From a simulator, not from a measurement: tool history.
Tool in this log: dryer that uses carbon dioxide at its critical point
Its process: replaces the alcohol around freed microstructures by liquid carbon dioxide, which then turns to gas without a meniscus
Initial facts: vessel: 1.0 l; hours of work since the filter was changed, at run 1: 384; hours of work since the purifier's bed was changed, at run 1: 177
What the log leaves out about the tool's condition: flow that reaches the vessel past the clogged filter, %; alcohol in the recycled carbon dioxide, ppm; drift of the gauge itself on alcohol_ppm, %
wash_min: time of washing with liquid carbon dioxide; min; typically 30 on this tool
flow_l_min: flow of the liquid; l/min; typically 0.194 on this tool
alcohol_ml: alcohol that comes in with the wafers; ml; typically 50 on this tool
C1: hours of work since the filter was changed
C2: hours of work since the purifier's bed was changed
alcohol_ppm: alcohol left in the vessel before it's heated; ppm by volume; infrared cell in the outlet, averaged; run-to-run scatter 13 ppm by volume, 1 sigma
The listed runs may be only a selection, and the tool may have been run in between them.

run 1 hour=0.0 | wash_min=30 flow_l_min=0.194 alcohol_ml=50 | C1=384 C2=177 | alcohol_ppm=1107
run 2 hour=21.4 | wash_min=30 flow_l_min=0.194 alcohol_ml=50 | C1=392 C2=184 | alcohol_ppm=1135
-- hour=53.0 inlet filter changed
run 3 hour=59.4 | wash_min=30 flow_l_min=0.194 alcohol_ml=50 | C1=2 C2=198 | alcohol_ppm=902
run 4 hour=102.3 | wash_min=29 flow_l_min=0.194 alcohol_ml=50 | C1=18 C2=213 | alcohol_ppm=1048
run 5 hour=145.2 | wash_min=29 flow_l_min=0.194 alcohol_ml=50 | C1=34 C2=229 | alcohol_ppm=1016
run 6 hour=193.5 | wash_min=37 flow_l_min=0.194 alcohol_ml=50 | C1=51 C2=247 | alcohol_ppm=374
run 7 hour=237.1 | wash_min=37 flow_l_min=0.194 alcohol_ml=50 | C1=67 C2=263 | alcohol_ppm=399
run 8 hour=279.6 | wash_min=37 flow_l_min=0.194 alcohol_ml=50 | C1=83 C2=278 | alcohol_ppm=402
run 9 hour=315.1 | wash_min=37 flow_l_min=0.194 alcohol_ml=50 | C1=96 C2=291 | alcohol_ppm=400
run 10 hour=341.3 | wash_min=30 flow_l_min=0.202 alcohol_ml=50 | C1=105 C2=301 | alcohol_ppm=844
run 11 hour=370.7 | wash_min=30 flow_l_min=0.202 alcohol_ml=50 | C1=116 C2=311 | alcohol_ppm=822
run 12 hour=408.6 | wash_min=30 flow_l_min=0.194 alcohol_ml=50 | C1=130 C2=325 | alcohol_ppm=974
run 13 hour=445.5 | wash_min=30 flow_l_min=0.194 alcohol_ml=50 | C1=143 C2=339 | alcohol_ppm=984
run 14 hour=486.5 | wash_min=30 flow_l_min=0.194 alcohol_ml=50 | C1=158 C2=354 | alcohol_ppm=1003
run 15 hour=513.9 | wash_min=30 flow_l_min=0.194 alcohol_ml=50 | C1=168 C2=364 | alcohol_ppm=1023
run 16 hour=552.5 | wash_min=30 flow_l_min=0.194 alcohol_ml=50 | C1=182 C2=378 | alcohol_ppm=1045
run 17 hour=574.3 | wash_min=30 flow_l_min=0.194 alcohol_ml=50 | C1=190 C2=386 | alcohol_ppm=1043
run 18 hour=597.8 | wash_min=30 flow_l_min=0.194 alcohol_ml=50 | C1=199 C2=394 | alcohol_ppm=1018
run 19 hour=646.5 | wash_min=30 flow_l_min=0.194 alcohol_ml=50 | C1=217 C2=412 | alcohol_ppm=1047
run 20 hour=676.5 | wash_min=44 flow_l_min=0.194 alcohol_ml=50 | C1=228 C2=423 | alcohol_ppm=234
run 21 hour=713.8 | wash_min=30 flow_l_min=0.194 alcohol_ml=62 | C1=241 C2=437 | alcohol_ppm=1307
run 22 hour=760.8 | wash_min=30 flow_l_min=0.194 alcohol_ml=62 | C1=258 C2=454 | alcohol_ppm=1343
run 23 hour=803.8 | wash_min=30 flow_l_min=0.194 alcohol_ml=62 | C1=274 C2=469 | alcohol_ppm=1351
run 24 hour=838.8 | wash_min=30 flow_l_min=0.194 alcohol_ml=62 | C1=287 C2=482 | alcohol_ppm=1365
run 25 hour=891.9 | wash_min=30 flow_l_min=0.116 alcohol_ml=50 | C1=306 C2=502 | alcohol_ppm=4893
run 26 hour=925.5 | wash_min=30 flow_l_min=0.281 alcohol_ml=61 | C1=318 C2=514 | alcohol_ppm=325
run 27 hour=960.7 | wash_min=30 flow_l_min=0.281 alcohol_ml=61 | C1=331 C2=527 | alcohol_ppm=322
run 28 hour=983.5 | wash_min=41 flow_l_min=0.174 alcohol_ml=35 | C1=340 C2=535 | alcohol_ppm=402
run 29 hour=1018.6 | wash_min=30 flow_l_min=0.214 alcohol_ml=50 | C1=352 C2=548 | alcohol_ppm=841
run 30 hour=1045.8 | wash_min=30 flow_l_min=0.318 alcohol_ml=50 | C1=362 C2=558 | alcohol_ppm=200

Forecast each of these 3 alternatives for the next run:
run A hour=1092.2 | wash_min=26 flow_l_min=0.194 alcohol_ml=55 | C1=379 C2=575 | alcohol_ppm=?
run B hour=1092.2 | wash_min=27 flow_l_min=0.151 alcohol_ml=109 | C1=379 C2=575 | alcohol_ppm=?
run C hour=1092.2 | wash_min=20 flow_l_min=0.194 alcohol_ml=21 | C1=379 C2=575 | alcohol_ppm=?

run=A alcohol_ppm=2100
run=B alcohol_ppm=7730
run=C alcohol_ppm=1789
Without the tool's unlogged condition, the same runs would have read:
run=A alcohol_ppm=1576
run=B alcohol_ppm=6281
run=C alcohol_ppm=1403
